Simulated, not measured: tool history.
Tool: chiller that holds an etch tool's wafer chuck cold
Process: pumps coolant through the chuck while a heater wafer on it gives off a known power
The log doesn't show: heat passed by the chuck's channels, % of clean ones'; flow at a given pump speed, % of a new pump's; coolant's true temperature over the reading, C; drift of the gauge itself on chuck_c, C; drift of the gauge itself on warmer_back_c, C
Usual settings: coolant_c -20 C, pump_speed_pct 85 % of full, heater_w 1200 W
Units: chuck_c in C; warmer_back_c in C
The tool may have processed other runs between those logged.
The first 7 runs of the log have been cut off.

| run | hour | coolant_c | pump_speed_pct | heater_w | hours since the coolant was changed and the channels were flushed | hours since the pump was overhauled | hours since the chiller's thermometer was calibrated | chuck_c | warmer_back_c |
|---|---|---|---|---|---|---|---|---|---|
| 8 | 603.1 | -20 | 77 | 1200 | 5911 | 3889 | 1948 | -6 | 3.8 |
| 9 | 648.5 | -20 | 77 | 1200 | 5956 | 3935 | 1993 | -6.1 | 3.83 |
| 10 | 703.8 | -20 | 85 | 851 | 6011 | 3990 | 2049 | -10.5 | 2.48 |
| 11 | 773.5 | -20 | 85 | 1200 | 6081 | 4060 | 2118 | -6.8 | 3.45 |
| 12 | 879.7 | -20 | 85 | 1200 | 6187 | 4166 | 2225 | -6.6 | 3.49 |
| 13 | 945.1 | -19 | 85 | 1200 | 6253 | 4231 | 2290 | -5.7 | 3.52 |
| 14 | 1031 | -20 | 85 | 798 | 6339 | 4317 | 2376 | -11.2 | 2.36 |
|  | 1085.7 | coolant changed, channels flushed |
| 15 | 1116.8 | -12 | 85 | 798 | 31 | 4397 | 2456 | -4.3 | 2.31 |
| 16 | 1222 | -12 | 85 | 798 | 136 | 4502 | 2561 | -4.3 | 2.34 |
| 17 | 1316.8 | -24 | 66 | 870 | 231 | 4597 | 2656 | -14 | 3.25 |
| 18 | 1366.5 | -18 | 79 | 1121 | 281 | 4647 | 2705 | -6.2 | 3.52 |
| 19 | 1449.2 | -20 | 89 | 674 | 363 | 4729 | 2788 | -13.6 | 1.88 |
| 20 | 1554.6 | -26 | 85 | 649 | 469 | 4835 | 2893 | -19.9 | 1.9 |
| 21 | 1617.3 | -21 | 60 | 1535 | 532 | 4898 | 2956 | -1.9 | 6.3 |

Predict the results of run 22:
| 22 | 1717.4 | -19 | 94 | 1436 | 632 | 4998 | 3056 | ? | ? |

Run 22 yielded chuck_c -5.4 C, warmer_back_c 3.91 C.
Take away the tool's hidden state, keep the run-to-run variation as it was, and the same run would have given chuck_c -5.6 C, warmer_back_c 3.63 C.
